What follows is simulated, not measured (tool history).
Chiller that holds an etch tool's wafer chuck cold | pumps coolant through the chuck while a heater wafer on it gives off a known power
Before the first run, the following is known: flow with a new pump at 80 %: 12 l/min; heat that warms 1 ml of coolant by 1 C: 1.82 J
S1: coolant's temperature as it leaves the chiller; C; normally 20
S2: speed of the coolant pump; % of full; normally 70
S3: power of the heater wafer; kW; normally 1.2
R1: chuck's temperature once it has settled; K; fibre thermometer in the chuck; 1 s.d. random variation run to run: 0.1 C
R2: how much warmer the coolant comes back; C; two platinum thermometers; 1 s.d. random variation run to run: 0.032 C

{"run": 1, "hour": 0.0, "S1": 20, "S2": 70, "S3": 1.2, "R1": 305.95, "R2": 3.97}
{"run": 2, "hour": 59.3, "S1": 20, "S2": 70, "S3": 1.2, "R1": 305.95, "R2": 3.94}
{"run": 3, "hour": 108.2, "S1": 20, "S2": 70, "S3": 1.2, "R1": 306.05, "R2": 3.91}
{"run": 4, "hour": 170.6, "S1": 21, "S2": 70, "S3": 1.2, "R1": 307.15, "R2": 3.99}
{"run": 5, "hour": 228.1, "S1": 21, "S2": 70, "S3": 1.2, "R1": 307.05, "R2": 3.91}
{"run": 6, "hour": 258.9, "S1": 20, "S2": 90, "S3": 1.2, "R1": 304.05, "R2": 3.04}
{"run": 7, "hour": 287.3, "S1": 20, "S2": 90, "S3": 1.2, "R1": 304.05, "R2": 3}
{"run": 8, "hour": 338.9, "S1": 20, "S2": 90, "S3": 1.2, "R1": 304.05, "R2": 3.02}
{"run": 9, "hour": 387.2, "S1": 20, "S2": 90, "S3": 1.2, "R1": 304.05, "R2": 3.01}
{"run": 10, "hour": 416.9, "S1": 20, "S2": 88, "S3": 1.2, "R1": 304.15, "R2": 3.05}
{"run": 11, "hour": 453.6, "S1": 11, "S2": 70, "S3": 1.2, "R1": 297.15, "R2": 3.92}
{"run": 12, "hour": 490.2, "S1": 20, "S2": 70, "S3": 1.2, "R1": 305.85, "R2": 3.96}
{"run": 13, "hour": 546.2, "S1": 20, "S2": 70, "S3": 1.2, "R1": 306.05, "R2": 3.91}
{"run": 14, "hour": 597.3, "S1": 20, "S2": 70, "S3": 1.2, "R1": 306.15, "R2": 3.89}
{"run": 15, "hour": 633.7, "S1": 20, "S2": 70, "S3": 1.2, "R1": 305.95, "R2": 3.98}
{"run": 16, "hour": 663.5, "S1": 20, "S2": 70, "S3": 1.2, "R1": 305.95, "R2": 3.89}
{"run": 17, "hour": 711.6, "S1": 15, "S2": 70, "S3": 0.842, "R1": 297.15, "R2": 2.77}
{"hour": 719.1, "done": "coolant pump overhauled"}
{"run": 18, "hour": 749.4, "S1": 16, "S2": 70, "S3": 1.354, "R1": 303.95, "R2": 4.54}
{"run": 19, "hour": 811.4, "S1": 18, "S2": 95, "S3": 0.806, "R1": 298.25, "R2": 1.91}
{"run": 20, "hour": 856.7, "S1": 18, "S2": 70, "S3": 0.741, "R1": 299.05, "R2": 2.49}
{"run": 21, "hour": 915.1, "S1": 10, "S2": 70, "S3": 0.756, "R1": 291.45, "R2": 2.54}
{"run": 22, "hour": 962.7, "S1": 24, "S2": 64, "S3": 1.2, "R1": 311.05, "R2": 4.41}
{"run": 23, "hour": 1007.1, "S1": 24, "S2": 64, "S3": 1.2, "R1": 311.15, "R2": 4.4}
{"run": 24, "hour": 1056.4, "S1": 28, "S2": 70, "S3": 0.681, "R1": 308.45, "R2": 2.29}
{"hour": 1095.2, "done": "coolant pump overhauled, once more"}
{"run": 25, "hour": 1105.1, "S1": 28, "S2": 70, "S3": 0.681, "R1": 308.05, "R2": 2.11}
{"run": 26, "hour": 1165.4, "S1": 18, "S2": 70, "S3": 0.968, "R1": 301.15, "R2": 3.02}
{"run": 27, "hour": 1193.0, "S1": 18, "S2": 70, "S3": 0.968, "R1": 301.15, "R2": 2.97}
{"run": 28, "hour": 1230.7, "S1": 20, "S2": 77, "S3": 1.2, "R1": 304.85, "R2": 3.39}
{"run": 29, "hour": 1263.8, "S1": 20, "S2": 77, "S3": 1.2, "R1": 305.05, "R2": 3.4}
{"run": 30, "hour": 1314.1, "S1": 19, "S2": 77, "S3": 1.456, "R1": 306.55, "R2": 4.16}
{"run": 31, "hour": 1361.7, "S1": 11, "S2": 70, "S3": 1.164, "R1": 296.25, "R2": 3.64}

Here are 5 independent what-if runs from the current tool condition. What would each one return?
{"run": "A", "hour": 1413.5, "S1": 19, "S2": 87, "S3": 0.665, "R1": "?", "R2": "?"}
{"run": "B", "hour": 1413.5, "S1": 20, "S2": 88, "S3": 1.419, "R1": "?", "R2": "?"}
{"run": "C", "hour": 1413.5, "S1": 29, "S2": 63, "S3": 1.2, "R1": "?", "R2": "?"}
{"run": "D", "hour": 1413.5, "S1": 10, "S2": 77, "S3": 1.311, "R1": "?", "R2": "?"}
{"run": "E", "hour": 1413.5, "S1": 27, "S2": 62, "S3": 1.73, "R1": "?", "R2": "?"}

run=A R1=297.95 R2=1.68
run=B R1=305.85 R2=3.51
run=C R1=315.35 R2=4.2
run=D R1=296.15 R2=3.76
run=E R1=319.75 R2=6.14
The same runs, with their run-to-run variation unchanged, on a tool lacking any hidden condition would have given:
run=A R1=298.05 R2=1.69
run=B R1=305.65 R2=3.53
run=C R1=315.15 R2=4.22
run=D R1=295.85 R2=3.78
run=E R1=319.25 R2=6.17

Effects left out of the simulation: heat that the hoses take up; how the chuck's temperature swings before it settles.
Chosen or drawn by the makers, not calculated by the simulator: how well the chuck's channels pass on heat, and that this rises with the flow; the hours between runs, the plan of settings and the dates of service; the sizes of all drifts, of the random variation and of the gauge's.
